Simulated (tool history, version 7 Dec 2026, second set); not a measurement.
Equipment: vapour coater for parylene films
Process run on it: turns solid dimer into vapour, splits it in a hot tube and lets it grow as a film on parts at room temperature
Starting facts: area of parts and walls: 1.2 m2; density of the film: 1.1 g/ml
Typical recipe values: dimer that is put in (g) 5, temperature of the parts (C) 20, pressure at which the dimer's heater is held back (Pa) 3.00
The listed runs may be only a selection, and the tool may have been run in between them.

run	hour	dimer that is put in (g)	temperature of the parts (C)	pressure at which the dimer's heater is held back (Pa)	thickness of the film (nm)
1	0.0	5	20	3.00	2197
2	24.0	5	20	3.00	2187
3	38.1	5	20	3.00	2187
4	52.0	5	20	10.02	1664
5	62.3	5	19	10.02	1732
6	85.6	5	19	10.02	1726
7	100.5	5	19	10.02	1738
8	124.6	5	19	10.02	1726
9	147.3	5	20	3.00	2152
10	166.6	5	28	3.00	1514
11	176.3	3	20	3.00	1287
12	189.2	3	20	3.00	1289
13	200.3	3	20	3.00	1296
14	220.7	5	20	3.00	2139
15	240.3	5	20	3.00	2124
16	261.5	5	20	8.08	1702
17	281.7	5	20	3.00	2131
18	294.5	5	14	3.00	2765
19	312.2	5	14	3.00	2748
20	335.4	5	14	3.00	2746
21	358.9	9	20	3.00	3794
22	378.0	9	20	8.93	2961
23	399.9	5	20	5.36	1847
24	419.1	5	20	5.36	1835
25	432.0	9	21	2.48	3765
26	443.7	9	14	2.48	5113
# hour 446.8: table's thermometer calibrated
27	461.0	9	14	2.48	5089
28	476.1	9	14	2.48	5102
29	495.0	4	20	3.00	1667
30	511.7	3	19	11.38	969
31	535.3	3	19	11.38	963
# hour 556.7: table's thermometer calibrated, once more
32	558.3	5	17	3.00	2311
33	581.1	4	20	5.04	1437
34	592.5	3	17	3.26	1355
35	616.0	3	17	3.26	1353
36	631.8	4	17	4.00	1720
37	643.7	4	30	4.67	947
38	660.4	8	26	2.14	2667
39	677.6	8	26	2.14	2667
40	691.8	8	26	2.14	2658
41	711.9	8	26	2.14	2640

Selected run-to-run steps in thickness of the film (nm), each split into two signed amounts: the part the tool would show with no hidden state at all (from settings, incoming material and random variation), and the remainder, which goes to the hidden state together with any gauge scatter not common to the measured and the hidden-state-free results:
Hidden conditions of the tool in this case: vapour lost through the trap's worn valve, %; true temperature of the parts over the reading, C; drift of the gauge itself on film_um, %.
Run 24 -> 25: dimer that is put in (g) 5 -> 9, temperature of the parts (C) 20 -> 21, pressure at which the dimer's heater is held back (Pa) 5.36 -> 2.48. thickness of the film (nm) +1930: hidden state -82, all else +2012.
Run 28 -> 29: dimer that is put in (g) 9 -> 4, temperature of the parts (C) 14 -> 20, pressure at which the dimer's heater is held back (Pa) 2.48 -> 3.00. thickness of the film (nm) -3435: hidden state +137, all else -3572.
Run 31 -> 32: dimer that is put in (g) 3 -> 5, temperature of the parts (C) 19 -> 17, pressure at which the dimer's heater is held back (Pa) 11.38 -> 3.00, table's thermometer calibrated, once more. thickness of the film (nm) +1348: hidden state -134, all else +1482.
Run 37 -> 38: dimer that is put in (g) 4 -> 8, temperature of the parts (C) 30 -> 26, pressure at which the dimer's heater is held back (Pa) 4.67 -> 2.14. thickness of the film (nm) +1720: hidden state -155, all else +1875.

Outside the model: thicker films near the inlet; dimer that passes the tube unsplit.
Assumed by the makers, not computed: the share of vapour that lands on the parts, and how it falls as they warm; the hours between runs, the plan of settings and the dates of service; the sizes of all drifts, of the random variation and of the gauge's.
